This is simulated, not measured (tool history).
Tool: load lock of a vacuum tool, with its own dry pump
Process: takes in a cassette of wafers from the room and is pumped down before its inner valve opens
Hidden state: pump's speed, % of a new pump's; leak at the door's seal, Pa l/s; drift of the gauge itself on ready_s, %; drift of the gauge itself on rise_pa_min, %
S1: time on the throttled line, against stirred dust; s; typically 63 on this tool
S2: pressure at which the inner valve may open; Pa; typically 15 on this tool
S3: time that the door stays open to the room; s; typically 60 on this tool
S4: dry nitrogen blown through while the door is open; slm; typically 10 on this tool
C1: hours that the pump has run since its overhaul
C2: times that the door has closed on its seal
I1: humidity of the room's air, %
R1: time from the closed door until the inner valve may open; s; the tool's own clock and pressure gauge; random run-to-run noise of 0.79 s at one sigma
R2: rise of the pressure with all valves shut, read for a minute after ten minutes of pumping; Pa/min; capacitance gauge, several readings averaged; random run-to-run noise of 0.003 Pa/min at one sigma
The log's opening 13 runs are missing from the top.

Run 14, hour 5831.4: usual settings; C1 10482; C2 18904; I1 44.5. Result: R1 121.7 s, R2 0.055 Pa/min.
Run 15, hour 6267.5: usual settings; C1 10918; C2 19493; I1 45.4. Result: R1 121.7 s, R2 0.056 Pa/min.
Run 16, hour 6689.3: usual settings; C1 11340; C2 20063; I1 42.3. Result: R1 122.7 s, R2 0.055 Pa/min.
Run 17, hour 7083.6: usual settings; C1 11734; C2 20596; I1 44.3. Result: R1 122.0 s, R2 0.050 Pa/min.
Run 18, hour 7677.8: usual settings; C1 12328; C2 21400; I1 45.3. Result: R1 121.5 s, R2 0.047 Pa/min.
Run 19, hour 8079.6: usual settings but S3 33 s; C1 12730; C2 21943; I1 43.5. Result: R1 121.6 s, R2 0.039 Pa/min.
Run 20, hour 8671.5: usual settings but S3 90 s, S4 9 slm; C1 13322; C2 22743; I1 47.1. Result: R1 122.2 s, R2 0.070 Pa/min.
Run 21, hour 8984.1: usual settings but S2 29 Pa, S3 39 s, S4 6 slm; C1 13634; C2 23165; I1 48.7. Result: R1 117.0 s, R2 0.055 Pa/min.
Run 22, hour 9489.8: usual settings but S1 61 s, S3 39 s, S4 6 slm; C1 14140; C2 23849; I1 41.6. Result: R1 120.3 s, R2 0.044 Pa/min.
Run 23, hour 10119.0: usual settings but S1 61 s, S3 39 s, S4 6 slm; C1 14769; C2 24699; I1 45.2. Result: R1 120.2 s, R2 0.046 Pa/min.
Run 24, hour 10581.4: usual settings but S3 204 s; C1 15232; C2 25324; I1 45.3. Result: R1 122.4 s, R2 0.101 Pa/min.
At hour 10742.3: door's seal changed, seat wiped.
Run 25, hour 11063.3: usual settings but S2 17 Pa, S4 6 slm; C1 15712; C2 434; I1 46.9. Result: R1 120.8 s, R2 0.061 Pa/min.
Run 26, hour 11451.3: usual settings but S2 17 Pa, S4 6 slm; C1 16100; C2 958; I1 43.7. Result: R1 121.1 s, R2 0.053 Pa/min.
Run 27, hour 11925.7: usual settings but S1 86 s, S3 49 s, S4 4 slm; C1 16575; C2 1599; I1 44.7. Result: R1 140.6 s, R2 0.052 Pa/min.
Run 28, hour 12312.0: usual settings but S1 86 s, S3 49 s, S4 4 slm; C1 16961; C2 2122; I1 49.7. Result: R1 141.0 s, R2 0.063 Pa/min.
Run 29, hour 12985.4: usual settings but S3 199 s, S4 25 slm; C1 17634; C2 3032; I1 45.2. Result: R1 121.8 s, R2 0.062 Pa/min.
At hour 13134.3: dry pump taken out, an overhauled one fitted.
Run 30, hour 13500.2: usual settings but S1 43 s, S2 20 Pa, S3 202 s, S4 21 slm; C1 366; C2 3720; I1 43.8. Result: R1 102.6 s, R2 0.073 Pa/min.
Run 31, hour 14061.5: usual settings but S1 34 s, S2 19 Pa, S3 35 s, S4 6 slm; C1 927; C2 4478; I1 43.3. Result: R1 96.4 s, R2 0.045 Pa/min.
Run 32, hour 14670.1: usual settings but S1 41 s, S2 11 Pa, S3 40 s, S4 9 slm; C1 1536; C2 5301; I1 42.1. Result: R1 107.6 s, R2 0.038 Pa/min.
Run 33, hour 15339.9: usual settings but S1 67 s, S2 11 Pa, S3 40 s, S4 8 slm; C1 2206; C2 6206; I1 43.1. Result: R1 127.3 s, R2 0.041 Pa/min.
Run 34, hour 15750.7: usual settings but S1 67 s, S2 11 Pa, S3 40 s, S4 8 slm; C1 2616; C2 6762; I1 42.7. Result: R1 126.5 s, R2 0.038 Pa/min.
Run 35, hour 16305.5: usual settings but S1 67 s, S3 101 s, S4 8 slm; C1 3171; C2 7511; I1 51.5. Result: R1 124.7 s, R2 0.082 Pa/min.
Run 36, hour 17003.9: usual settings but S1 67 s, S2 17 Pa, S3 79 s, S4 8 slm; C1 3870; C2 8456; I1 44.9. Result: R1 123.5 s, R2 0.060 Pa/min.
Run 37, hour 17611.4: usual settings but S1 119 s, S2 16 Pa; C1 4477; C2 9277; I1 45.1. Result: R1 165.3 s, R2 0.050 Pa/min.

4 ways to go on from here, each from the tool as it stands after run 37. What would each give?
Run A, hour 18139.9: usual settings but S1 69 s, S4 29 slm; C1 5006; C2 9991; I1 47.2. Result: R1 ?, R2 ?.
Run B, hour 18139.9: usual settings but S1 43 s, S2 29 Pa, S3 103 s; C1 5006; C2 9991; I1 45.5. Result: R1 ?, R2 ?.
Run C, hour 18139.9: usual settings but S1 38 s, S3 157 s, S4 38 slm; C1 5006; C2 9991; I1 45.8. Result: R1 ?, R2 ?.
Run D, hour 18139.9: usual settings but S1 119 s, S2 29 Pa, S3 79 s; C1 5006; C2 9991; I1 51.5. Result: R1 ?, R2 ?.

run     R1     R2
  A  125.9  0.033
  B  100.4  0.063
  C  103.3  0.043
  D  161.9  0.065
What these runs would have given with no unlogged condition in the tool:
run     R1     R2
  A  125.9  0.033
  B  100.3  0.063
  C  103.3  0.043
  D  161.9  0.065
